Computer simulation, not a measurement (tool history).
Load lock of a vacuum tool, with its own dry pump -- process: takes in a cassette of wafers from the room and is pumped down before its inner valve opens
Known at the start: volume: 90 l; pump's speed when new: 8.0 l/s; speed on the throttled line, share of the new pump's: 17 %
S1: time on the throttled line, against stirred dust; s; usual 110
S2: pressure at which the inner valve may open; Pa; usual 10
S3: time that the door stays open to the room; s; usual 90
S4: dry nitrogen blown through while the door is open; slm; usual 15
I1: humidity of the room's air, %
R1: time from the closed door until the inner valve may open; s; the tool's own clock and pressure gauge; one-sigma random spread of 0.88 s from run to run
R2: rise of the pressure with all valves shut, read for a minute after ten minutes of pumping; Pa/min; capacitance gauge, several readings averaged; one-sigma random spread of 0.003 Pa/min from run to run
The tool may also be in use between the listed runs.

run 1 day=0 | S1=110 S2=10 S3=90 S4=15 | I1=44.2 | R1=203 R2=0.243
run 2 day=8.712 | S1=110 S2=10 S3=90 S4=15 | I1=49.1 | R1=202 R2=0.261
run 3 day=17.933 | S1=110 S2=8 S3=90 S4=15 | I1=43.7 | R1=204.1 R2=0.273
run 4 day=24.371 | S1=110 S2=8 S3=90 S4=15 | I1=43.7 | R1=206.4 R2=0.281
run 5 day=34 | S1=110 S2=8 S3=90 S4=15 | I1=41.2 | R1=206.9 R2=0.28
run 6 day=41.825 | S1=110 S2=10 S3=90 S4=15 | I1=46.9 | R1=206 R2=0.294
run 7 day=46.692 | S1=110 S2=15 S3=90 S4=15 | I1=44.2 | R1=198.2 R2=0.306
run 8 day=52.621 | S1=110 S2=15 S3=90 S4=15 | I1=46.3 | R1=199 R2=0.315
run 9 day=60.367 | S1=110 S2=15 S3=90 S4=15 | I1=43.6 | R1=198.5 R2=0.33
run 10 day=67.067 | S1=110 S2=15 S3=90 S4=15 | I1=44.8 | R1=199.5 R2=0.329
run 11 day=72.504 | S1=110 S2=15 S3=90 S4=40 | I1=45.1 | R1=199.6 R2=0.327
run 12 day=83.925 | S1=110 S2=15 S3=90 S4=40 | I1=45.8 | R1=198.6 R2=0.35
run 13 day=94.879 | S1=110 S2=15 S3=90 S4=40 | I1=45.2 | R1=200.6 R2=0.368
run 14 day=103.333 | S1=110 S2=15 S3=90 S4=40 | I1=48.6 | R1=200.8 R2=0.383
run 15 day=109.283 | S1=110 S2=15 S3=90 S4=40 | I1=44.7 | R1=200.2 R2=0.386
run 16 day=117 | S1=110 S2=10 S3=90 S4=15 | I1=47.1 | R1=203.7 R2=0.411
run 17 day=126.154 | S1=110 S2=10 S3=90 S4=15 | I1=43 | R1=205.2 R2=0.423
run 18 day=136.575 | S1=110 S2=10 S3=90 S4=15 | I1=46.3 | R1=205.4 R2=0.448
run 19 day=147.625 | S1=149 S2=10 S3=63 S4=15 | I1=42.8 | R1=237 R2=0.46
run 20 day=154.762 | S1=109 S2=10 S3=125 S4=6 | I1=46.8 | R1=204.7 R2=0.493
run 21 day=160.867 | S1=91 S2=13 S3=125 S4=6 | I1=47.5 | R1=186 R2=0.51
run 22 day=172.371 | S1=110 S2=11 S3=90 S4=15 | I1=45.7 | R1=204.1 R2=0.513
run 23 day=181.446 | S1=65 S2=10 S3=90 S4=15 | I1=46 | R1=169.2 R2=0.523
run 24 day=191.579 | S1=110 S2=14 S3=90 S4=17 | I1=47.7 | R1=201.8 R2=0.53
run 25 day=201.408 | S1=78 S2=12 S3=88 S4=17 | I1=45.1 | R1=177.8 R2=0.554
run 26 day=210.175 | S1=110 S2=9 S3=90 S4=24 | I1=44.3 | R1=208.3 R2=0.562

Forecast run 27:
run 27 day=214.946 | S1=159 S2=14 S3=90 S4=43 | I1=47.2 | R1=? R2=?

{"run 27": {"R1": 241.6, "R2": 0.572}}
Take away the tool's hidden state, keep the run-to-run variation as it was, and the same run would have given R1 231.9 s, R2 0.02 Pa/min.

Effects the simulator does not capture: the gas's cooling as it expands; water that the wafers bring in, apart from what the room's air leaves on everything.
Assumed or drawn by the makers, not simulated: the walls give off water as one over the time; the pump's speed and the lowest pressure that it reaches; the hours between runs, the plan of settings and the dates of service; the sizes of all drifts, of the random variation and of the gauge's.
